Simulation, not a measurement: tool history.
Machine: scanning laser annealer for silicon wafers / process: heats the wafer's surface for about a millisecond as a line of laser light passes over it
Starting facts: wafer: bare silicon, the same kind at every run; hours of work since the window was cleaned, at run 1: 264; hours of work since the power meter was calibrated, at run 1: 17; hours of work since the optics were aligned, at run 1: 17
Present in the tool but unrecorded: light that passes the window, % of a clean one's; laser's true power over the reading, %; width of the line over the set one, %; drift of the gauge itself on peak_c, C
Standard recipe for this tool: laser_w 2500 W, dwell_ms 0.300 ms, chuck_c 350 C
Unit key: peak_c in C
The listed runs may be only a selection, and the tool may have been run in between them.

run,hour,laser_w,dwell_ms,chuck_c,hours of work since the window was cleaned,hours of work since the power meter was calibrated,hours of work since the optics were aligned,peak_c
1,0.0,2500,0.300,350,264,17,17,1070
2,49.3,2500,0.300,350,289,43,43,1070
3,99.9,2500,0.232,350,315,69,69,978
4,134.6,2500,0.363,350,333,87,87,1142
5,186.3,2500,0.300,350,359,113,113,1067
6,239.6,2500,0.300,369,387,140,140,1083
7,291.7,2165,0.300,350,413,167,167,945
8,318.9,2600,0.300,350,427,181,181,1103
9,365.8,2500,0.300,350,451,205,205,1063
10,409.2,2500,0.300,350,473,227,227,1061
11,460.6,2500,0.300,350,500,254,254,1058
12,513.9,2500,0.300,313,527,281,281,1017
13,568.2,2500,0.300,313,555,309,309,1018
14,594.7,2500,0.300,313,569,322,322,1018
15,619.7,2500,0.300,313,581,335,335,1017
# hour 628.4: optics aligned, line set to its width
16,677.2,2500,0.300,313,608,362,25,1007
17,728.7,2269,0.300,313,635,389,51,927
18,780.2,2269,0.300,313,661,415,78,928
19,827.1,2269,0.300,313,685,439,102,921
20,851.4,2269,0.300,313,698,451,114,924
21,897.7,2399,0.300,350,721,475,138,1005
22,923.0,2587,0.352,350,734,488,151,1135
# hour 950.6: optics aligned, line set to its width, once more
23,973.5,2299,0.345,359,758,512,12,1032
24,1001.2,2380,0.300,384,772,526,26,1036
25,1057.4,2380,0.300,384,801,555,55,1032
26,1111.3,2722,0.235,350,828,582,82,1026
27,1140.9,2695,0.248,364,844,597,98,1048
# hour 1154.9: window over the wafer cleaned
28,1197.0,2309,0.300,356,22,625,125,1021
29,1241.3,2500,0.320,385,44,648,148,1145
30,1291.2,2536,0.213,350,70,673,174,972
31,1322.9,2343,0.221,369,86,690,190,942
32,1378.5,2343,0.311,369,115,718,218,1057
33,1424.4,2484,0.349,346,138,742,242,1127
34,1456.3,2564,0.255,345,155,758,258,1032
35,1498.5,2386,0.344,375,176,780,280,1110
36,1531.2,2364,0.263,360,193,796,297,990
37,1564.9,2500,0.300,310,210,814,314,1035
38,1597.4,2369,0.220,328,227,830,331,899
39,1636.8,2133,0.210,332,247,851,351,818
40,1674.0,2133,0.210,332,266,870,370,813
41,1706.9,2464,0.293,367,283,887,387,1066
42,1739.0,2464,0.307,367,300,903,403,1080

Below, some changes in peak_c between adjacent runs. For each, the amount present without the hidden state too (settings, incoming material, random variation) and the amount remaining for the hidden state with gauge scatter not shared by both compared results:
Run 3 -> 4: dwell_ms 0.232 -> 0.363. peak_c +164 C: hidden state -7, all else +171.
Run 21 -> 22: laser_w 2399 -> 2587, dwell_ms 0.300 -> 0.352. peak_c +130 C: hidden state -12, all else +142.
Run 22 -> 23: laser_w 2587 -> 2299, dwell_ms 0.352 -> 0.345, chuck_c 350 -> 359, optics aligned, line set to its width, once more. peak_c -103 C: hidden state +16, all else -119.
Run 27 -> 28: laser_w 2695 -> 2309, dwell_ms 0.248 -> 0.300, chuck_c 364 -> 356, window over the wafer cleaned. peak_c -27 C: hidden state +47, all else -74.
Run 29 -> 30: laser_w 2500 -> 2536, dwell_ms 0.320 -> 0.213, chuck_c 385 -> 350. peak_c -173 C: hidden state +0, all else -173.
Run 40 -> 41: laser_w 2133 -> 2464, dwell_ms 0.210 -> 0.293, chuck_c 332 -> 367. peak_c +253 C: hidden state -8, all else +261.
